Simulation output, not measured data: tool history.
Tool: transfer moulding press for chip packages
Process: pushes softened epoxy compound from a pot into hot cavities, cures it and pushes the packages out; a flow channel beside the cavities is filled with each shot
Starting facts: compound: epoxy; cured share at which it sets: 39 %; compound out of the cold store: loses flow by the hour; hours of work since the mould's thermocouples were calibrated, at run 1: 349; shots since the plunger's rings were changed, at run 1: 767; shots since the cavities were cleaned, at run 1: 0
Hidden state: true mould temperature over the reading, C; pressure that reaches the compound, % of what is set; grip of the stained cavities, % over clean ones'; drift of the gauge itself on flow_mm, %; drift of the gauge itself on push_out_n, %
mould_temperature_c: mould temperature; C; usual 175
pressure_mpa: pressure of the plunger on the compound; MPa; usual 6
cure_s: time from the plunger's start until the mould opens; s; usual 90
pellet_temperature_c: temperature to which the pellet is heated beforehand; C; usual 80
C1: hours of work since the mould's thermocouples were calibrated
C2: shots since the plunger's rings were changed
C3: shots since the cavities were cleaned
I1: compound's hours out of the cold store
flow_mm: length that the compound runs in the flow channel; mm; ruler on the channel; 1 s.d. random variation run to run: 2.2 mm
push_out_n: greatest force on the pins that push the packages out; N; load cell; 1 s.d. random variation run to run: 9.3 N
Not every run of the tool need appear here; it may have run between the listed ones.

run 1 hour=0 | mould_temperature_c=175 pressure_mpa=6 cure_s=90 pellet_temperature_c=80 | C1=349 C2=767 C3=0 | I1=32.3 | flow_mm=574 push_out_n=405
run 2 hour=15.9 | mould_temperature_c=175 pressure_mpa=6 cure_s=90 pellet_temperature_c=80 | C1=359 C2=960 C3=193 | I1=18.2 | flow_mm=596 push_out_n=557
run 3 hour=26.2 | mould_temperature_c=175 pressure_mpa=6 cure_s=90 pellet_temperature_c=72 | C1=365 C2=1085 C3=318 | I1=34.5 | flow_mm=570 push_out_n=646
run 4 hour=34.8 | mould_temperature_c=175 pressure_mpa=6 cure_s=90 pellet_temperature_c=80 | C1=371 C2=1190 C3=423 | I1=31 | flow_mm=567 push_out_n=673
run 5 hour=43.9 | mould_temperature_c=175 pressure_mpa=6 cure_s=90 pellet_temperature_c=87 | C1=377 C2=1299 C3=532 | I1=40.1 | flow_mm=550 push_out_n=686
-- hour=63.2 cavities cleaned with cleaning compound and waxed
run 6 hour=64.7 | mould_temperature_c=175 pressure_mpa=6 cure_s=90 pellet_temperature_c=87 | C1=389 C2=1533 C3=18 | I1=15.7 | flow_mm=596 push_out_n=445
run 7 hour=77.7 | mould_temperature_c=175 pressure_mpa=5.53 cure_s=90 pellet_temperature_c=80 | C1=397 C2=1692 C3=177 | I1=10.7 | flow_mm=581 push_out_n=553
run 8 hour=90.2 | mould_temperature_c=175 pressure_mpa=5.53 cure_s=90 pellet_temperature_c=80 | C1=405 C2=1843 C3=328 | I1=22.6 | flow_mm=556 push_out_n=607
run 9 hour=108.9 | mould_temperature_c=175 pressure_mpa=5.53 cure_s=90 pellet_temperature_c=80 | C1=417 C2=2070 C3=555 | I1=18.7 | flow_mm=559 push_out_n=721
run 10 hour=119.9 | mould_temperature_c=175 pressure_mpa=6 cure_s=90 pellet_temperature_c=80 | C1=423 C2=2203 C3=688 | I1=47.2 | flow_mm=531 push_out_n=764
-- hour=126.9 cavities cleaned with cleaning compound and waxed
run 11 hour=130.1 | mould_temperature_c=175 pressure_mpa=6 cure_s=90 pellet_temperature_c=80 | C1=429 C2=2309 C3=39 | I1=30.8 | flow_mm=562 push_out_n=461
-- hour=133.8 mould's thermocouples calibrated
run 12 hour=147.3 | mould_temperature_c=175 pressure_mpa=6 cure_s=90 pellet_temperature_c=80 | C1=8 C2=2493 C3=223 | I1=40 | flow_mm=542 push_out_n=555
run 13 hour=163 | mould_temperature_c=175 pressure_mpa=6 cure_s=115 pellet_temperature_c=70 | C1=18 C2=2683 C3=413 | I1=45.3 | flow_mm=533 push_out_n=620
run 14 hour=181.7 | mould_temperature_c=175 pressure_mpa=6.27 cure_s=86 pellet_temperature_c=80 | C1=30 C2=2910 C3=640 | I1=22.7 | flow_mm=584 push_out_n=768
-- hour=192.1 cavities cleaned with cleaning compound and waxed
run 15 hour=195.5 | mould_temperature_c=175 pressure_mpa=6.5 cure_s=91 pellet_temperature_c=81 | C1=38 C2=3060 C3=41 | I1=47.1 | flow_mm=549 push_out_n=457
run 16 hour=205.4 | mould_temperature_c=175 pressure_mpa=5.08 cure_s=90 pellet_temperature_c=77 | C1=44 C2=3180 C3=161 | I1=37.1 | flow_mm=498 push_out_n=561
-- hour=222.4 plunger's sealing rings changed
run 17 hour=226.7 | mould_temperature_c=182 pressure_mpa=5.08 cure_s=90 pellet_temperature_c=77 | C1=56 C2=52 C3=389 | I1=14.8 | flow_mm=556 push_out_n=623
run 18 hour=246.5 | mould_temperature_c=182 pressure_mpa=5.08 cure_s=90 pellet_temperature_c=77 | C1=68 C2=292 C3=629 | I1=23.1 | flow_mm=540 push_out_n=689
-- hour=249.5 mould's thermocouples calibrated, once more
-- hour=259.5 cavities cleaned with cleaning compound and waxed
run 19 hour=262.1 | mould_temperature_c=173 pressure_mpa=5.19 cure_s=105 pellet_temperature_c=70 | C1=7 C2=439 C3=31 | I1=24.8 | flow_mm=554 push_out_n=449
run 20 hour=277.4 | mould_temperature_c=179 pressure_mpa=4.9 cure_s=90 pellet_temperature_c=80 | C1=17 C2=624 C3=216 | I1=25.8 | flow_mm=527 push_out_n=560
run 21 hour=286 | mould_temperature_c=179 pressure_mpa=4.9 cure_s=90 pellet_temperature_c=80 | C1=22 C2=728 C3=320 | I1=45.4 | flow_mm=496 push_out_n=580
run 22 hour=305.2 | mould_temperature_c=179 pressure_mpa=4.9 cure_s=90 pellet_temperature_c=80 | C1=34 C2=962 C3=554 | I1=41.4 | flow_mm=501 push_out_n=694
-- hour=322.9 cavities cleaned with cleaning compound and waxed
run 23 hour=324.4 | mould_temperature_c=175 pressure_mpa=6.49 cure_s=82 pellet_temperature_c=90 | C1=45 C2=1176 C3=17 | I1=27.6 | flow_mm=605 push_out_n=477

A few steps of flow_mm between consecutive runs. Split each: what settings, incoming material and random variation would produce without the hidden state, and what is left over for the hidden state, along with gauge scatter present in only one of the two compared results (measured, and without hidden state):
Run 13 -> 14: pressure_mpa 6 -> 6.27, cure_s 115 -> 86, pellet_temperature_c 70 -> 80. flow_mm +51 mm: hidden state -5, all else +56.
Run 16 -> 17: mould_temperature_c 175 -> 182, plunger's sealing rings changed. flow_mm +58 mm: hidden state +31, all else +27.
Run 22 -> 23: mould_temperature_c 179 -> 175, pressure_mpa 4.9 -> 6.49, cure_s 90 -> 82, pellet_temperature_c 80 -> 90, cavities cleaned with cleaning compound and waxed. flow_mm +104 mm: hidden state -4, all else +108.
